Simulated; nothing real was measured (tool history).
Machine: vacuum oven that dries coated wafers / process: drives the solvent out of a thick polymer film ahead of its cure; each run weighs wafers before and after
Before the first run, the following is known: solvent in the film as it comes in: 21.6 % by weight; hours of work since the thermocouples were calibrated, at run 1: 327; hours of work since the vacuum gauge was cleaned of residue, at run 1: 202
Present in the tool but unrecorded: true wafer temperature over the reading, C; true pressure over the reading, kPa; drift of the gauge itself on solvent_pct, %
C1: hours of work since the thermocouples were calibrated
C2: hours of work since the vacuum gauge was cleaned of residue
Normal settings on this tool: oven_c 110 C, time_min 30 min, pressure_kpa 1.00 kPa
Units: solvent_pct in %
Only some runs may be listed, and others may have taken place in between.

{"run": 1, "hour": 0.0, "oven_c": 110, "time_min": 30, "pressure_kpa": 1.0, "C1": 327, "C2": 202, "solvent_pct": 1.51}
{"run": 2, "hour": 11.3, "oven_c": 110, "time_min": 30, "pressure_kpa": 1.0, "C1": 332, "C2": 207, "solvent_pct": 1.46}
{"run": 3, "hour": 21.5, "oven_c": 110, "time_min": 30, "pressure_kpa": 1.0, "C1": 336, "C2": 212, "solvent_pct": 1.48}
{"run": 4, "hour": 28.1, "oven_c": 97, "time_min": 30, "pressure_kpa": 1.0, "C1": 339, "C2": 215, "solvent_pct": 4.67}
{"run": 5, "hour": 38.2, "oven_c": 110, "time_min": 18, "pressure_kpa": 1.0, "C1": 344, "C2": 219, "solvent_pct": 3.42}
{"run": 6, "hour": 45.9, "oven_c": 110, "time_min": 30, "pressure_kpa": 1.0, "C1": 347, "C2": 223, "solvent_pct": 1.42}
{"run": 7, "hour": 54.7, "oven_c": 110, "time_min": 52, "pressure_kpa": 1.0, "C1": 351, "C2": 227, "solvent_pct": 0.79}
{"run": 8, "hour": 61.7, "oven_c": 110, "time_min": 52, "pressure_kpa": 1.0, "C1": 354, "C2": 230, "solvent_pct": 0.76}
{"run": 9, "hour": 71.1, "oven_c": 110, "time_min": 52, "pressure_kpa": 1.0, "C1": 358, "C2": 234, "solvent_pct": 0.76}
{"run": 10, "hour": 83.2, "oven_c": 110, "time_min": 30, "pressure_kpa": 1.0, "C1": 364, "C2": 239, "solvent_pct": 1.51}
{"run": 11, "hour": 96.1, "oven_c": 110, "time_min": 30, "pressure_kpa": 1.0, "C1": 370, "C2": 245, "solvent_pct": 1.54}
{"run": 12, "hour": 106.7, "oven_c": 110, "time_min": 30, "pressure_kpa": 1.0, "C1": 374, "C2": 250, "solvent_pct": 1.54}
{"run": 13, "hour": 119.1, "oven_c": 110, "time_min": 30, "pressure_kpa": 0.69, "C1": 380, "C2": 255, "solvent_pct": 1.38}
{"hour": 121.8, "done": "oven's thermocouples calibrated"}
{"run": 14, "hour": 128.2, "oven_c": 110, "time_min": 30, "pressure_kpa": 1.33, "C1": 3, "C2": 258, "solvent_pct": 1.68}
{"run": 15, "hour": 134.1, "oven_c": 110, "time_min": 30, "pressure_kpa": 1.33, "C1": 5, "C2": 261, "solvent_pct": 1.8}
{"run": 16, "hour": 140.8, "oven_c": 118, "time_min": 20, "pressure_kpa": 2.27, "C1": 8, "C2": 264, "solvent_pct": 1.89}
{"run": 17, "hour": 151.6, "oven_c": 118, "time_min": 20, "pressure_kpa": 2.27, "C1": 13, "C2": 269, "solvent_pct": 1.96}
{"run": 18, "hour": 160.3, "oven_c": 111, "time_min": 30, "pressure_kpa": 0.52, "C1": 17, "C2": 272, "solvent_pct": 1.02}
{"run": 19, "hour": 168.4, "oven_c": 111, "time_min": 30, "pressure_kpa": 0.52, "C1": 21, "C2": 276, "solvent_pct": 1.22}
{"run": 20, "hour": 179.0, "oven_c": 120, "time_min": 35, "pressure_kpa": 1.0, "C1": 25, "C2": 281, "solvent_pct": 0.55}

Below are 5 alternative next runs, each starting from the tool's condition after run 20. Predict each:
{"hour": 185.0, "done": "oven's thermocouples calibrated, once more"}
{"run": "A", "hour": 187.2, "oven_c": 110, "time_min": 28, "pressure_kpa": 1.18, "C1": 1, "C2": 284, "solvent_pct": "?"}
{"hour": 185.0, "done": "oven's thermocouples calibrated, once more"}
{"run": "B", "hour": 187.2, "oven_c": 110, "time_min": 38, "pressure_kpa": 0.92, "C1": 1, "C2": 284, "solvent_pct": "?"}
{"hour": 185.0, "done": "oven's thermocouples calibrated, once more"}
{"run": "C", "hour": 187.2, "oven_c": 112, "time_min": 35, "pressure_kpa": 0.85, "C1": 1, "C2": 284, "solvent_pct": "?"}
{"hour": 185.0, "done": "oven's thermocouples calibrated, once more"}
{"run": "D", "hour": 187.2, "oven_c": 107, "time_min": 42, "pressure_kpa": 1.83, "C1": 1, "C2": 284, "solvent_pct": "?"}
{"hour": 185.0, "done": "oven's thermocouples calibrated, once more"}
{"run": "E", "hour": 187.2, "oven_c": 120, "time_min": 52, "pressure_kpa": 1.05, "C1": 1, "C2": 284, "solvent_pct": "?"}

run=A solvent_pct=1.65
run=B solvent_pct=0.93
run=C solvent_pct=0.91
run=D solvent_pct=1.60
run=E solvent_pct=0.47
Had the tool no hidden state, the same runs would have come out as:
run=A solvent_pct=1.62
run=B solvent_pct=0.88
run=C solvent_pct=0.86
run=D solvent_pct=1.55
run=E solvent_pct=0.42
